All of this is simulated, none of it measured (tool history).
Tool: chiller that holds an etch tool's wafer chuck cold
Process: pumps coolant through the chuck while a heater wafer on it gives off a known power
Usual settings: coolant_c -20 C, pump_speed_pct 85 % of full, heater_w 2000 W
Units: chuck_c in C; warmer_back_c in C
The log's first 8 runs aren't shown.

run	hour	coolant_c	pump_speed_pct	heater_w	chuck_c	warmer_back_c
9	229.4	-20	85	1727	-5.5	7.03
10	256.5	-20	85	1727	-5.2	7.05
11	279.8	-20	86	2000	-3	7.99
12	317	-20	86	2000	-3.1	7.97
13	348.5	-20	86	2000	-3	8.15
14	370.6	-20	85	2000	-2.8	8.2
# hour 379.4: coolant pump overhauled
15	406.9	-20	85	2000	-2.7	8.35
16	439.5	-20	95	2000	-4.5	7.27
17	471.5	-27	81	2624	-2.7	11.48
18	511.6	-27	79	2291	-5.5	10.33
19	536.4	-26	68	2880	5.7	15.43
# hour 560.4: coolant pump overhauled, once more
20	566.1	-25	85	2000	-8.1	8.01
21	585	-17	85	2000	-0.2	8.07
22	620.6	-22	87	1882	-6.6	7.42
23	652.5	-12	99	1169	-3.9	3.91

The next listed run, before its measurement:
24	688.8	-12	99	1169	?	?

{"run 24": {"chuck_c": -3.8, "warmer_back_c": 3.86}}
Without the tool's hidden state the same run would have given chuck_c -3.7 C, warmer_back_c 3.81 C.
